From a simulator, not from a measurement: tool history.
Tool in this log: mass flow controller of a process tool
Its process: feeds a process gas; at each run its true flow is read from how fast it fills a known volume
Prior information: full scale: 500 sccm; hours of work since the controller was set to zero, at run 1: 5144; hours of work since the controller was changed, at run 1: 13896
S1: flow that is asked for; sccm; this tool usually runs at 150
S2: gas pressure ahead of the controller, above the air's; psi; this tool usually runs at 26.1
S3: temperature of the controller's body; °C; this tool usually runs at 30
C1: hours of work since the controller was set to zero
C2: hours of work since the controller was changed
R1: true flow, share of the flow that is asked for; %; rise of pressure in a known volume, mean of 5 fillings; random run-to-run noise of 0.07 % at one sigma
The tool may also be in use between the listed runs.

run,hour,S1,S2,S3,C1,C2,R1
1,0,150,26.1,30,5144,13896,97.88
2,337,150,26.1,30,5400,14152,97.79
3,682.2,150,26.1,30,5662,14413,97.8
4,1048.5,150,26.1,30,5939,14691,97.72
5,1584.5,294,26.1,30,6346,15098,98.48
# hour 1934.2: controller exchanged for a calibrated one
6,2099.2,294,26.1,30,125,125,98.27
7,2339.6,179,26.1,30,307,307,97.62
8,2590.1,179,26.1,30,497,497,97.66
9,3027.3,150,26.1,30,829,829,97.45
10,3403.9,150,26.1,30,1115,1115,97.57
11,3664.1,150,38.6,30,1312,1312,97.1
12,4094.5,150,26.1,34,1638,1638,96.99
13,4333.3,150,26.1,30,1819,1819,97.31
14,4653,150,26.1,30,2062,2062,97.21
15,5155.3,134,26.1,30,2443,2443,97.04
16,5696.8,134,29.4,33,2853,2853,96.67
17,6151.6,134,29.4,33,3198,3198,96.7
18,6617.4,134,29.4,33,3551,3551,96.69
19,6910.3,159,36.8,33,3774,3774,96.72
20,7454.8,159,36.8,33,4186,4186,96.58
21,7761.9,422,25.1,27,4419,4419,98.55
22,8091.6,484,31,30,4669,4669,98.38
23,8402.9,373,38.9,32,4905,4905,97.48
24,8872,373,38.9,32,5261,5261,97.36
25,9101.1,284,30.5,30,5435,5435,97.18
26,9399.7,414,26.1,27,5661,5661,98.08
27,9778.1,164,26.1,22,5948,5948,97.26

Pick out some run-to-run changes in R1. Of each, how much would a tool without hidden state show as well, from the settings, what came in and chance, and how much is left for the hidden state and any gauge scatter not in both results compared?
The tool's hidden condition here consists of: flow at rest that the sensor doesn't see, % of full scale; true flow over the shown one, %; drift of the gauge itself on true_pct, %.
Run 4 -> 5: S1 150 -> 294. R1 +0.76 %: hidden state -0.07, all else +0.83.
Run 5 -> 6: controller exchanged for a calibrated one. R1 -0.21 %: hidden state -0.08, all else -0.13.
Run 20 -> 21: S1 159 -> 422, S2 36.8 -> 25.1, S3 33 -> 27. R1 +1.97 %: hidden state -0.06, all else +2.03.
Run 22 -> 23: S1 484 -> 373, S2 31 -> 38.9, S3 30 -> 32. R1 -0.9 %: hidden state -0.03, all else -0.87.
